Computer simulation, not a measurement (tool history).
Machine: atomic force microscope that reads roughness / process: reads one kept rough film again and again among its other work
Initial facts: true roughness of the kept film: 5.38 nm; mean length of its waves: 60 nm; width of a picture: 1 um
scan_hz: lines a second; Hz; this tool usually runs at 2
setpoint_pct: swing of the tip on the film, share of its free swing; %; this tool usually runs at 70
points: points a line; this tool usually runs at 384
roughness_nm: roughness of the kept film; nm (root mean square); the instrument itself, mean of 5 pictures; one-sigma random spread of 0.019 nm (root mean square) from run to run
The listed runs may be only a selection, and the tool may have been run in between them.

{"run": 1, "hour": 0.0, "scan_hz": 2, "setpoint_pct": 70, "points": 384, "roughness_nm": 4.529}
{"run": 2, "hour": 49.9, "scan_hz": 2, "setpoint_pct": 70, "points": 384, "roughness_nm": 4.439}
{"run": 3, "hour": 74.2, "scan_hz": 2, "setpoint_pct": 70, "points": 384, "roughness_nm": 4.394}
{"run": 4, "hour": 118.0, "scan_hz": 2, "setpoint_pct": 70, "points": 384, "roughness_nm": 4.306}
{"run": 5, "hour": 142.7, "scan_hz": 2, "setpoint_pct": 70, "points": 468, "roughness_nm": 4.263}
{"run": 6, "hour": 170.0, "scan_hz": 2, "setpoint_pct": 86, "points": 384, "roughness_nm": 3.849}
{"run": 7, "hour": 203.8, "scan_hz": 2, "setpoint_pct": 86, "points": 384, "roughness_nm": 3.824}
{"run": 8, "hour": 249.0, "scan_hz": 2, "setpoint_pct": 86, "points": 384, "roughness_nm": 3.734}
{"run": 9, "hour": 299.4, "scan_hz": 1.12, "setpoint_pct": 70, "points": 384, "roughness_nm": 4.224}
{"hour": 308.4, "done": "new tip fitted"}
{"run": 10, "hour": 323.4, "scan_hz": 1.12, "setpoint_pct": 70, "points": 384, "roughness_nm": 4.846}
{"hour": 328.4, "done": "height scale calibrated on a step standard"}
{"run": 11, "hour": 367.6, "scan_hz": 1.12, "setpoint_pct": 70, "points": 384, "roughness_nm": 4.745}
{"run": 12, "hour": 409.7, "scan_hz": 1.12, "setpoint_pct": 70, "points": 384, "roughness_nm": 4.739}
{"run": 13, "hour": 451.0, "scan_hz": 1.12, "setpoint_pct": 70, "points": 384, "roughness_nm": 4.665}
{"run": 14, "hour": 484.1, "scan_hz": 1.12, "setpoint_pct": 70, "points": 384, "roughness_nm": 4.59}

Run 15 has not been measured yet. What should we expect?
{"run": 15, "hour": 521.9, "scan_hz": 1.12, "setpoint_pct": 70, "points": 384, "roughness_nm": "?"}

{"run 15": {"roughness_nm": 4.518}}
The same run, on a tool lacking any hidden state, would have yielded roughness_nm 4.911 nm (root mean square).
